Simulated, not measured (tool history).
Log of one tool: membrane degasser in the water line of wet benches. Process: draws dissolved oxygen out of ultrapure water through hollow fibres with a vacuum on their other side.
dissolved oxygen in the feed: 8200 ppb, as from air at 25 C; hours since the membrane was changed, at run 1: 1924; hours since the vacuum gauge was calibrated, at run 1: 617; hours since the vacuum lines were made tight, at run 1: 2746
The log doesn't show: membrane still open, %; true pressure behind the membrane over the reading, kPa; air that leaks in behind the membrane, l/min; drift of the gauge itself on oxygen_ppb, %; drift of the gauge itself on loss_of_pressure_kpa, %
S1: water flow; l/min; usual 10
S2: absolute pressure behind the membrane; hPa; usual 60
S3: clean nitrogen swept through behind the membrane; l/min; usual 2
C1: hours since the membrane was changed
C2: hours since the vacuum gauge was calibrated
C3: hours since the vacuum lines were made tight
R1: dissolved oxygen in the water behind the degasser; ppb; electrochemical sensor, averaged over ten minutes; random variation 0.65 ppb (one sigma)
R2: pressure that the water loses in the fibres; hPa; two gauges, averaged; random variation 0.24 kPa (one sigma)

{"run": 1, "hour": 0.0, "S1": 10, "S2": 60, "S3": 2, "C1": 1924, "C2": 617, "C3": 2746, "R1": 57.8, "R2": 634.3}
{"run": 2, "hour": 39.9, "S1": 10, "S2": 60, "S3": 2, "C1": 1964, "C2": 657, "C3": 2786, "R1": 58.2, "R2": 639.4}
{"run": 3, "hour": 90.9, "S1": 10, "S2": 60, "S3": 2, "C1": 2015, "C2": 708, "C3": 2837, "R1": 57.7, "R2": 635.7}
{"run": 4, "hour": 160.7, "S1": 7, "S2": 60, "S3": 2, "C1": 2085, "C2": 777, "C3": 2907, "R1": 34.3, "R2": 451}
{"run": 5, "hour": 211.8, "S1": 7, "S2": 60, "S3": 2, "C1": 2136, "C2": 829, "C3": 2958, "R1": 33.8, "R2": 449.8}
{"run": 6, "hour": 282.3, "S1": 7, "S2": 60, "S3": 2, "C1": 2206, "C2": 899, "C3": 3029, "R1": 33.3, "R2": 452.3}
{"run": 7, "hour": 318.3, "S1": 7, "S2": 60, "S3": 2, "C1": 2242, "C2": 935, "C3": 3065, "R1": 32.9, "R2": 453.1}
{"run": 8, "hour": 361.6, "S1": 7, "S2": 60, "S3": 2, "C1": 2286, "C2": 978, "C3": 3108, "R1": 33.1, "R2": 456.7}
{"run": 9, "hour": 425.3, "S1": 7, "S2": 60, "S3": 2, "C1": 2349, "C2": 1042, "C3": 3172, "R1": 33.4, "R2": 455.3}
{"run": 10, "hour": 456.9, "S1": 7, "S2": 60, "S3": 2, "C1": 2381, "C2": 1074, "C3": 3203, "R1": 34.1, "R2": 454}
{"run": 11, "hour": 520.6, "S1": 7, "S2": 60, "S3": 2, "C1": 2445, "C2": 1137, "C3": 3267, "R1": 33.9, "R2": 458}
{"hour": 576.3, "done": "gauge calibrated"}
{"run": 12, "hour": 583.6, "S1": 7, "S2": 60, "S3": 2, "C1": 2508, "C2": 1200, "C3": 3330, "R1": 33.7, "R2": 444.9}
{"run": 13, "hour": 637.5, "S1": 7, "S2": 60, "S3": 2, "C1": 2562, "C2": 1254, "C3": 3384, "R1": 33, "R2": 443.7}
{"run": 14, "hour": 681.5, "S1": 7, "S2": 60, "S3": 2, "C1": 2606, "C2": 1298, "C3": 3428, "R1": 33.4, "R2": 447.4}
{"run": 15, "hour": 731.1, "S1": 10, "S2": 60, "S3": 2, "C1": 2655, "C2": 1348, "C3": 3478, "R1": 58.4, "R2": 640.1}
{"run": 16, "hour": 768.0, "S1": 10, "S2": 60, "S3": 2, "C1": 2692, "C2": 1385, "C3": 3514, "R1": 58.3, "R2": 641.7}
{"run": 17, "hour": 814.7, "S1": 10, "S2": 60, "S3": 2, "C1": 2739, "C2": 1431, "C3": 3561, "R1": 57.6, "R2": 644.8}
{"run": 18, "hour": 875.7, "S1": 6, "S2": 60, "S3": 1.15, "C1": 2800, "C2": 1493, "C3": 3622, "R1": 42.2, "R2": 388.7}
{"run": 19, "hour": 945.4, "S1": 14, "S2": 60, "S3": 1.09, "C1": 2870, "C2": 1562, "C3": 3692, "R1": 134.1, "R2": 908.5}
{"run": 20, "hour": 975.8, "S1": 14, "S2": 60, "S3": 1.09, "C1": 2900, "C2": 1593, "C3": 3722, "R1": 134.9, "R2": 911.7}
{"run": 21, "hour": 1034.3, "S1": 13, "S2": 60, "S3": 1.34, "C1": 2958, "C2": 1651, "C3": 3781, "R1": 110.5, "R2": 847.8}
{"run": 22, "hour": 1071.9, "S1": 7, "S2": 60, "S3": 2, "C1": 2996, "C2": 1689, "C3": 3818, "R1": 33, "R2": 458}
{"run": 23, "hour": 1117.3, "S1": 10, "S2": 48.1, "S3": 5.79, "C1": 3041, "C2": 1734, "C3": 3864, "R1": 30.7, "R2": 647.6}
{"run": 24, "hour": 1177.2, "S1": 10, "S2": 48.1, "S3": 5.79, "C1": 3101, "C2": 1794, "C3": 3924, "R1": 31.2, "R2": 651.1}
{"run": 25, "hour": 1220.1, "S1": 10, "S2": 92.7, "S3": 2.55, "C1": 3144, "C2": 1837, "C3": 3967, "R1": 81.9, "R2": 657.7}
{"run": 26, "hour": 1275.4, "S1": 15, "S2": 36, "S3": 2, "C1": 3200, "C2": 1892, "C3": 4022, "R1": 67.7, "R2": 979.6}
{"run": 27, "hour": 1334.8, "S1": 15, "S2": 83.6, "S3": 1.42, "C1": 3259, "C2": 1952, "C3": 4081, "R1": 188.3, "R2": 991.7}
{"run": 28, "hour": 1374.1, "S1": 10, "S2": 91.8, "S3": 1.42, "C1": 3298, "C2": 1991, "C3": 4121, "R1": 123.7, "R2": 654.6}
{"run": 29, "hour": 1403.7, "S1": 8, "S2": 98.9, "S3": 2.47, "C1": 3328, "C2": 2020, "C3": 4150, "R1": 66.7, "R2": 526.4}
{"run": 30, "hour": 1442.2, "S1": 8, "S2": 37.4, "S3": 1.64, "C1": 3366, "C2": 2059, "C3": 4189, "R1": 19.6, "R2": 528.5}
{"run": 31, "hour": 1495.1, "S1": 8, "S2": 37.4, "S3": 1.64, "C1": 3419, "C2": 2112, "C3": 4242, "R1": 20.5, "R2": 532.5}

Hidden state at the last listed run before each entry between runs and at the first one after, where it differs:
Between runs 11 and 12: gauge calibrated (hour 576.3)
  drift of the gauge itself on loss_of_pressure_kpa, %: 2.24 -> 0.03
  measured less the result without the state, R2: +10.1 -> +0.2 hPa

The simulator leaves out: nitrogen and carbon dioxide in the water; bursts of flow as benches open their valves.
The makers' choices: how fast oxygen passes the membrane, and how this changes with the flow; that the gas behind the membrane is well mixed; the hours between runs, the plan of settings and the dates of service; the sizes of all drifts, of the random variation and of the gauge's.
